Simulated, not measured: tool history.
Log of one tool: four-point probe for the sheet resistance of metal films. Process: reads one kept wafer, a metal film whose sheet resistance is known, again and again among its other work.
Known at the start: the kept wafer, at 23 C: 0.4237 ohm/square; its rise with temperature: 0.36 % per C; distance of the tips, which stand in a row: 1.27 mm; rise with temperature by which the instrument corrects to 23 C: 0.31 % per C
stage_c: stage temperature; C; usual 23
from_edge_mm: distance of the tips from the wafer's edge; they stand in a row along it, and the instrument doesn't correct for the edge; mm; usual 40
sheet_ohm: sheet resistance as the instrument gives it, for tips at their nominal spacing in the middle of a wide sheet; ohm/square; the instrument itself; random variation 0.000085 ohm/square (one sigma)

run 1 day=0 | stage_c=23 from_edge_mm=40 | sheet_ohm=0.425582
run 2 day=0.462 | stage_c=23 from_edge_mm=40 | sheet_ohm=0.42566
run 3 day=1.383 | stage_c=23 from_edge_mm=40 | sheet_ohm=0.425569
run 4 day=2.242 | stage_c=23 from_edge_mm=40 | sheet_ohm=0.4254
run 5 day=3.183 | stage_c=27 from_edge_mm=40 | sheet_ohm=0.426441
-- day=3.254 stage's thermometer calibrated
run 6 day=3.971 | stage_c=27 from_edge_mm=40 | sheet_ohm=0.42598
run 7 day=4.833 | stage_c=27 from_edge_mm=40 | sheet_ohm=0.425985
run 8 day=5.496 | stage_c=25 from_edge_mm=16 | sheet_ohm=0.426951
run 9 day=6.417 | stage_c=31 from_edge_mm=7 | sheet_ohm=0.434035
-- day=6.754 stage's thermometer calibrated, once more
run 10 day=7.221 | stage_c=18 from_edge_mm=44 | sheet_ohm=0.425182
run 11 day=7.958 | stage_c=27 from_edge_mm=70 | sheet_ohm=0.426814
run 12 day=8.662 | stage_c=27 from_edge_mm=70 | sheet_ohm=0.426896

Forecast each of these 5 alternatives for the next run:
run A day=9.421 | stage_c=24 from_edge_mm=9 | sheet_ohm=?
run B day=9.421 | stage_c=19 from_edge_mm=30 | sheet_ohm=?
run C day=9.421 | stage_c=27 from_edge_mm=40 | sheet_ohm=?
run D day=9.421 | stage_c=27 from_edge_mm=8 | sheet_ohm=?
run E day=9.421 | stage_c=22 from_edge_mm=15 | sheet_ohm=?

run=A sheet_ohm=0.430967
run=B sheet_ohm=0.425449
run=C sheet_ohm=0.427283
run=D sheet_ohm=0.432624
run=E sheet_ohm=0.427466
Without the tool's hidden state the same runs would have given:
run=A sheet_ohm=0.428608
run=B sheet_ohm=0.423118
run=C sheet_ohm=0.424943
run=D sheet_ohm=0.430257
run=E sheet_ohm=0.425125
